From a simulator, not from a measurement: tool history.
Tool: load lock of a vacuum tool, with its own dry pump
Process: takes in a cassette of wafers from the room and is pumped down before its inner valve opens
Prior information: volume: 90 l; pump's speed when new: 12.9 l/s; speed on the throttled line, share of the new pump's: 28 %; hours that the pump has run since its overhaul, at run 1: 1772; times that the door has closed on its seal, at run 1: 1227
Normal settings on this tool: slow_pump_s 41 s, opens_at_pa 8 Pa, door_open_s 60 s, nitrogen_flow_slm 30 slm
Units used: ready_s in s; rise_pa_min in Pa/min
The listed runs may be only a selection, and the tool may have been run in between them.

run	day	slow_pump_s	opens_at_pa	door_open_s	nitrogen_flow_slm	hours that the pump has run since its overhaul	times that the door has closed on its seal	incoming humidity of the room's air, %	ready_s	rise_pa_min
1	0.000	41	8	60	30	1772	1227	47.5	99.3	0.015
2	5.962	41	8	80	30	1915	1500	46.4	96.6	0.017
3	14.438	41	8	60	30	2118	1887	45.4	96.4	0.011
4	20.279	41	8	60	30	2258	2154	44.9	96.8	0.016
5	27.262	41	8	60	30	2426	2473	47.8	97.4	0.020
6	34.967	41	8	60	30	2611	2825	44.0	97.3	0.015
7	43.350	41	8	60	30	2812	3208	40.7	96.8	0.013
8	51.875	41	8	62	30	3017	3598	44.0	96.9	0.022
9	62.308	41	8	62	30	3267	4075	46.7	98.7	0.016
10	73.912	41	8	62	30	3546	4605	44.8	97.6	0.015
11	84.929	41	8	62	30	3810	5109	43.9	98.0	0.017
12	92.854	41	8	62	30	4000	5471	45.7	98.0	0.019
13	97.962	41	8	62	30	4123	5705	48.3	98.4	0.022
14	102.946	31	9	62	30	4242	5932	42.8	90.2	0.023
15	111.958	31	9	62	30	4459	6344	44.1	90.9	0.024
16	122.579	75	10	53	20	4714	6830	43.7	120.9	0.030
17	131.425	52	9	145	14	4926	7234	41.6	105.6	0.036

Run 18 is up next; what results do you expect?
18	142.912	23	8	60	12	5202	7759	44.7	?	?

Run 18 came out at ready_s 85.5 s, rise_pa_min 0.037 Pa/min.
On a tool with no hidden condition, and with the same random variation, this run would have come out at ready_s 82.3 s, rise_pa_min 0.024 Pa/min.
